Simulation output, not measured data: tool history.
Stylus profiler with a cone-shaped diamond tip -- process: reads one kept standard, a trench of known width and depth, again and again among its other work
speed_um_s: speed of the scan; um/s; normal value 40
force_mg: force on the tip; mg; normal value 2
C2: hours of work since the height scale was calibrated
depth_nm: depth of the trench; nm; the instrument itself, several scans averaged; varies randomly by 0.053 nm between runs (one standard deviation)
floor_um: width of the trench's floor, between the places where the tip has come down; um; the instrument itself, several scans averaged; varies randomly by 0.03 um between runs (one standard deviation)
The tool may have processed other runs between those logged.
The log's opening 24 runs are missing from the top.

run 25 hour=388.8 | speed_um_s=11 force_mg=1.6 | scans_with_this_tip=2562 C2=509 | depth_nm=203.01 floor_um=18.14
run 26 hour=413.8 | speed_um_s=20 force_mg=1.48 | scans_with_this_tip=2616 C2=520 | depth_nm=202.82 floor_um=18.02
run 27 hour=427.6 | speed_um_s=15 force_mg=0.92 | scans_with_this_tip=2646 C2=526 | depth_nm=202.13 floor_um=18.07
run 28 hour=442.9 | speed_um_s=15 force_mg=0.92 | scans_with_this_tip=2679 C2=533 | depth_nm=202.19 floor_um=18.13
run 29 hour=453.2 | speed_um_s=15 force_mg=0.92 | scans_with_this_tip=2701 C2=537 | depth_nm=202.15 floor_um=18.12
run 30 hour=467.2 | speed_um_s=34 force_mg=4.01 | scans_with_this_tip=2732 C2=543 | depth_nm=205.2 floor_um=18.09
run 31 hour=478 | speed_um_s=33 force_mg=3.01 | scans_with_this_tip=2755 C2=548 | depth_nm=204.31 floor_um=18.08
run 32 hour=498.4 | speed_um_s=33 force_mg=3.01 | scans_with_this_tip=2799 C2=557 | depth_nm=204.41 floor_um=18.11
run 33 hour=514.1 | speed_um_s=33 force_mg=3.01 | scans_with_this_tip=2833 C2=563 | depth_nm=204.3 floor_um=18.11
run 34 hour=535.6 | speed_um_s=17 force_mg=3.77 | scans_with_this_tip=2880 C2=573 | depth_nm=205.06 floor_um=18.16
run 35 hour=547.2 | speed_um_s=128 force_mg=0.88 | scans_with_this_tip=2905 C2=578 | depth_nm=202.23 floor_um=17.46
run 36 hour=571.9 | speed_um_s=56 force_mg=4.09 | scans_with_this_tip=2958 C2=588 | depth_nm=205.29 floor_um=18.03
run 37 hour=595.4 | speed_um_s=31 force_mg=1.24 | scans_with_this_tip=3009 C2=598 | depth_nm=202.68 floor_um=18.02
run 38 hour=608.3 | speed_um_s=95 force_mg=2 | scans_with_this_tip=3037 C2=604 | depth_nm=203.45 floor_um=17.82
run 39 hour=618.6 | speed_um_s=124 force_mg=2.52 | scans_with_this_tip=3059 C2=608 | depth_nm=203.86 floor_um=17.77
run 40 hour=637.4 | speed_um_s=40 force_mg=4.06 | scans_with_this_tip=3100 C2=616 | depth_nm=205.24 floor_um=18.03
run 41 hour=651.5 | speed_um_s=40 force_mg=4.06 | scans_with_this_tip=3131 C2=622 | depth_nm=205.21 floor_um=18.03
run 42 hour=663.5 | speed_um_s=69 force_mg=2.25 | scans_with_this_tip=3157 C2=628 | depth_nm=203.7 floor_um=17.91
run 43 hour=687.4 | speed_um_s=102 force_mg=3.06 | scans_with_this_tip=3209 C2=638 | depth_nm=204.35 floor_um=17.86
run 44 hour=709.5 | speed_um_s=49 force_mg=4.25 | scans_with_this_tip=3256 C2=647 | depth_nm=205.35 floor_um=18.07
run 45 hour=721 | speed_um_s=142 force_mg=1.62 | scans_with_this_tip=3281 C2=652 | depth_nm=203.17 floor_um=17.57
run 46 hour=744.9 | speed_um_s=142 force_mg=1.62 | scans_with_this_tip=3333 C2=663 | depth_nm=203.1 floor_um=17.59
run 47 hour=755.3 | speed_um_s=56 force_mg=2.11 | scans_with_this_tip=3355 C2=667 | depth_nm=203.57 floor_um=17.92
run 48 hour=770.4 | speed_um_s=54 force_mg=1.68 | scans_with_this_tip=3388 C2=674 | depth_nm=203.15 floor_um=17.94

3 ways to go on from here, each from the tool as it stands after run 48. What would each give?
run A hour=794.5 | speed_um_s=45 force_mg=2 | scans_with_this_tip=3440 C2=684 | depth_nm=? floor_um=?
run B hour=794.5 | speed_um_s=40 force_mg=4.01 | scans_with_this_tip=3440 C2=684 | depth_nm=? floor_um=?
run C hour=794.5 | speed_um_s=10 force_mg=1.41 | scans_with_this_tip=3440 C2=684 | depth_nm=? floor_um=?

run=A depth_nm=203.54 floor_um=18
run=B depth_nm=205.2 floor_um=18.1
run=C depth_nm=202.88 floor_um=18.12
Stripped of hidden state, with their random variation kept, the same runs would have yielded:
run=A depth_nm=202.98 floor_um=18.1
run=B depth_nm=204.64 floor_um=18.2
run=C depth_nm=202.32 floor_um=18.22
